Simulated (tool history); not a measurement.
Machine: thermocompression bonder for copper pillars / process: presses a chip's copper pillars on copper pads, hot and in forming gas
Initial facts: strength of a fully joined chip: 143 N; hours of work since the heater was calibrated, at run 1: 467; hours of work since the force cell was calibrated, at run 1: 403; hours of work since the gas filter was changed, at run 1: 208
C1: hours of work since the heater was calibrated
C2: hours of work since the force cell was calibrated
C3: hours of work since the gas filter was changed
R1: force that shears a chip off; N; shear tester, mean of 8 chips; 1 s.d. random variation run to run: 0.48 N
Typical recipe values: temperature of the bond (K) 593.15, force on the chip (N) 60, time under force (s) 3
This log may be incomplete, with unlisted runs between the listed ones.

run 1 hour=0.0 | temperature_of_the_bond_(K)=593.15 force_on_the_chip_(N)=60 time_under_force_(s)=3 | C1=467 C2=403 C3=208 | R1=55.2
run 2 hour=26.1 | temperature_of_the_bond_(K)=593.15 force_on_the_chip_(N)=60 time_under_force_(s)=2 | C1=482 C2=417 C3=223 | R1=47.4
run 3 hour=68.1 | temperature_of_the_bond_(K)=613.15 force_on_the_chip_(N)=60 time_under_force_(s)=3 | C1=505 C2=440 C3=246 | R1=69.8
run 4 hour=98.5 | temperature_of_the_bond_(K)=613.15 force_on_the_chip_(N)=60 time_under_force_(s)=3 | C1=521 C2=457 C3=262 | R1=70.2
run 5 hour=137.4 | temperature_of_the_bond_(K)=613.15 force_on_the_chip_(N)=60 time_under_force_(s)=3 | C1=543 C2=478 C3=284 | R1=67.9
run 6 hour=165.3 | temperature_of_the_bond_(K)=593.15 force_on_the_chip_(N)=60 time_under_force_(s)=3 | C1=558 C2=494 C3=299 | R1=53.6
run 7 hour=191.4 | temperature_of_the_bond_(K)=593.15 force_on_the_chip_(N)=60 time_under_force_(s)=3 | C1=572 C2=508 C3=313 | R1=53.3
-- hour=209.5 forming gas filter changed
run 8 hour=224.4 | temperature_of_the_bond_(K)=593.15 force_on_the_chip_(N)=60 time_under_force_(s)=3 | C1=590 C2=526 C3=8 | R1=58.9
run 9 hour=263.4 | temperature_of_the_bond_(K)=593.15 force_on_the_chip_(N)=60 time_under_force_(s)=3 | C1=612 C2=547 C3=30 | R1=58.8
run 10 hour=282.4 | temperature_of_the_bond_(K)=568.15 force_on_the_chip_(N)=41 time_under_force_(s)=3 | C1=622 C2=558 C3=40 | R1=31.8
run 11 hour=319.7 | temperature_of_the_bond_(K)=582.15 force_on_the_chip_(N)=37 time_under_force_(s)=3 | C1=643 C2=578 C3=61 | R1=37.2
run 12 hour=359.6 | temperature_of_the_bond_(K)=575.15 force_on_the_chip_(N)=60 time_under_force_(s)=3 | C1=665 C2=600 C3=82 | R1=45.2

4 options for the next run, each taken on its own from the tool as it stands now. Forecast them:
run A hour=393.8 | temperature_of_the_bond_(K)=622.15 force_on_the_chip_(N)=76 time_under_force_(s)=2 | C1=683 C2=619 C3=101 | R1=?
run B hour=393.8 | temperature_of_the_bond_(K)=584.15 force_on_the_chip_(N)=43 time_under_force_(s)=3 | C1=683 C2=619 C3=101 | R1=?
run C hour=393.8 | temperature_of_the_bond_(K)=604.15 force_on_the_chip_(N)=54 time_under_force_(s)=3 | C1=683 C2=619 C3=101 | R1=?
run D hour=393.8 | temperature_of_the_bond_(K)=601.15 force_on_the_chip_(N)=60 time_under_force_(s)=3 | C1=683 C2=619 C3=101 | R1=?

run=A R1=79.8
run=B R1=41.1
run=C R1=62.3
run=D R1=62.9
Without the tool's unlogged condition, the same runs would have read:
run=A R1=80.0
run=B R1=40.7
run=C R1=62.1
run=D R1=62.7
